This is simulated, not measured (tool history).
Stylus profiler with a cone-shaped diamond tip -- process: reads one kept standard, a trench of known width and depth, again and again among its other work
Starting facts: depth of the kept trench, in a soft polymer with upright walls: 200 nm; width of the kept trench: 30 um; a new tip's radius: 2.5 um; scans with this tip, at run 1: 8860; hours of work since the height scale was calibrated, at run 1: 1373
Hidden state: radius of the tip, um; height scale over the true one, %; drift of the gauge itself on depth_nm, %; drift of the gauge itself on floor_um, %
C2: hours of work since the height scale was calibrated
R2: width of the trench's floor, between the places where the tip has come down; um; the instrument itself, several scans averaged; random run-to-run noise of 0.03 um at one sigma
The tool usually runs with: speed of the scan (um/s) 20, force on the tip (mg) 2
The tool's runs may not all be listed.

{"run": 1, "hour": 0.0, "speed of the scan (um/s)": 20, "force on the tip (mg)": 2, "scans with this tip": 8860, "C2": 1373, "depth of the trench (nm)": 200.11, "R2": 27.39}
{"run": 2, "hour": 90.5, "speed of the scan (um/s)": 20, "force on the tip (mg)": 2, "scans with this tip": 9125, "C2": 1414, "depth of the trench (nm)": 200, "R2": 27.42}
{"run": 3, "hour": 168.8, "speed of the scan (um/s)": 20, "force on the tip (mg)": 1.13, "scans with this tip": 9356, "C2": 1450, "depth of the trench (nm)": 199.7, "R2": 27.35}
{"run": 4, "hour": 247.8, "speed of the scan (um/s)": 20, "force on the tip (mg)": 1.13, "scans with this tip": 9588, "C2": 1486, "depth of the trench (nm)": 199.58, "R2": 27.34}
{"run": 5, "hour": 343.1, "speed of the scan (um/s)": 20, "force on the tip (mg)": 2, "scans with this tip": 9867, "C2": 1529, "depth of the trench (nm)": 199.9, "R2": 27.35}
{"run": 6, "hour": 420.9, "speed of the scan (um/s)": 20, "force on the tip (mg)": 5.57, "scans with this tip": 10096, "C2": 1565, "depth of the trench (nm)": 200.99, "R2": 27.39}
{"run": 7, "hour": 501.8, "speed of the scan (um/s)": 20, "force on the tip (mg)": 5.57, "scans with this tip": 10334, "C2": 1602, "depth of the trench (nm)": 200.84, "R2": 27.37}
{"run": 8, "hour": 546.8, "speed of the scan (um/s)": 20, "force on the tip (mg)": 5.57, "scans with this tip": 10466, "C2": 1622, "depth of the trench (nm)": 200.85, "R2": 27.4}
{"run": 9, "hour": 612.9, "speed of the scan (um/s)": 20, "force on the tip (mg)": 5.57, "scans with this tip": 10660, "C2": 1652, "depth of the trench (nm)": 200.93, "R2": 27.39}
{"run": 10, "hour": 676.1, "speed of the scan (um/s)": 20, "force on the tip (mg)": 5.57, "scans with this tip": 10845, "C2": 1681, "depth of the trench (nm)": 200.96, "R2": 27.32}
{"run": 11, "hour": 773.5, "speed of the scan (um/s)": 20, "force on the tip (mg)": 5.57, "scans with this tip": 11131, "C2": 1725, "depth of the trench (nm)": 200.87, "R2": 27.35}
{"run": 12, "hour": 831.5, "speed of the scan (um/s)": 20, "force on the tip (mg)": 5.57, "scans with this tip": 11302, "C2": 1752, "depth of the trench (nm)": 200.85, "R2": 27.38}
{"run": 13, "hour": 883.4, "speed of the scan (um/s)": 20, "force on the tip (mg)": 5.57, "scans with this tip": 11454, "C2": 1775, "depth of the trench (nm)": 201.03, "R2": 27.3}
{"run": 14, "hour": 940.3, "speed of the scan (um/s)": 20, "force on the tip (mg)": 5.57, "scans with this tip": 11621, "C2": 1801, "depth of the trench (nm)": 201.02, "R2": 27.39}
{"run": 15, "hour": 997.7, "speed of the scan (um/s)": 55, "force on the tip (mg)": 2, "scans with this tip": 11790, "C2": 1827, "depth of the trench (nm)": 199.7, "R2": 27.02}
{"run": 16, "hour": 1081.8, "speed of the scan (um/s)": 55, "force on the tip (mg)": 2, "scans with this tip": 12037, "C2": 1866, "depth of the trench (nm)": 199.71, "R2": 27.02}
{"run": 17, "hour": 1158.0, "speed of the scan (um/s)": 20, "force on the tip (mg)": 2, "scans with this tip": 12260, "C2": 1900, "depth of the trench (nm)": 199.66, "R2": 27.27}
{"run": 18, "hour": 1237.7, "speed of the scan (um/s)": 20, "force on the tip (mg)": 2, "scans with this tip": 12495, "C2": 1937, "depth of the trench (nm)": 199.69, "R2": 27.27}
{"run": 19, "hour": 1299.2, "speed of the scan (um/s)": 20, "force on the tip (mg)": 2, "scans with this tip": 12675, "C2": 1965, "depth of the trench (nm)": 199.66, "R2": 27.22}
{"run": 20, "hour": 1369.6, "speed of the scan (um/s)": 20, "force on the tip (mg)": 0.92, "scans with this tip": 12882, "C2": 1997, "depth of the trench (nm)": 199.16, "R2": 27.14}
{"run": 21, "hour": 1454.9, "speed of the scan (um/s)": 20, "force on the tip (mg)": 1.8, "scans with this tip": 13133, "C2": 2036, "depth of the trench (nm)": 199.54, "R2": 27.18}
{"run": 22, "hour": 1508.3, "speed of the scan (um/s)": 20, "force on the tip (mg)": 1.8, "scans with this tip": 13289, "C2": 2060, "depth of the trench (nm)": 199.53, "R2": 27.2}
{"run": 23, "hour": 1583.9, "speed of the scan (um/s)": 20, "force on the tip (mg)": 1.8, "scans with this tip": 13511, "C2": 2094, "depth of the trench (nm)": 199.55, "R2": 27.17}
{"run": 24, "hour": 1674.9, "speed of the scan (um/s)": 20, "force on the tip (mg)": 1.8, "scans with this tip": 13779, "C2": 2136, "depth of the trench (nm)": 199.63, "R2": 27.16}
{"run": 25, "hour": 1731.2, "speed of the scan (um/s)": 6, "force on the tip (mg)": 0.79, "scans with this tip": 13944, "C2": 2161, "depth of the trench (nm)": 198.93, "R2": 27.26}
{"run": 26, "hour": 1777.0, "speed of the scan (um/s)": 8, "force on the tip (mg)": 2, "scans with this tip": 14078, "C2": 2182, "depth of the trench (nm)": 199.32, "R2": 27.24}
{"hour": 1869.7, "done": "height scale calibrated on a step standard"}
{"run": 27, "hour": 1875.3, "speed of the scan (um/s)": 49, "force on the tip (mg)": 2, "scans with this tip": 14366, "C2": 3, "depth of the trench (nm)": 198.91, "R2": 26.91}
{"run": 28, "hour": 1923.8, "speed of the scan (um/s)": 50, "force on the tip (mg)": 0.96, "scans with this tip": 14508, "C2": 25, "depth of the trench (nm)": 198.59, "R2": 26.77}
{"run": 29, "hour": 2006.2, "speed of the scan (um/s)": 50, "force on the tip (mg)": 0.96, "scans with this tip": 14750, "C2": 62, "depth of the trench (nm)": 198.64, "R2": 26.8}

What will run 30 give?
{"run": 30, "hour": 2097.9, "speed of the scan (um/s)": 64, "force on the tip (mg)": 3.12, "scans with this tip": 15019, "C2": 104, "depth of the trench (nm)": "?", "R2": "?"}

For run 30 the tool returned depth of the trench (nm) 199.27, R2 26.98 um.
On a tool with no hidden condition, and with the same random variation, this run would have come out at depth of the trench (nm) 201.32, R2 27.75 um.

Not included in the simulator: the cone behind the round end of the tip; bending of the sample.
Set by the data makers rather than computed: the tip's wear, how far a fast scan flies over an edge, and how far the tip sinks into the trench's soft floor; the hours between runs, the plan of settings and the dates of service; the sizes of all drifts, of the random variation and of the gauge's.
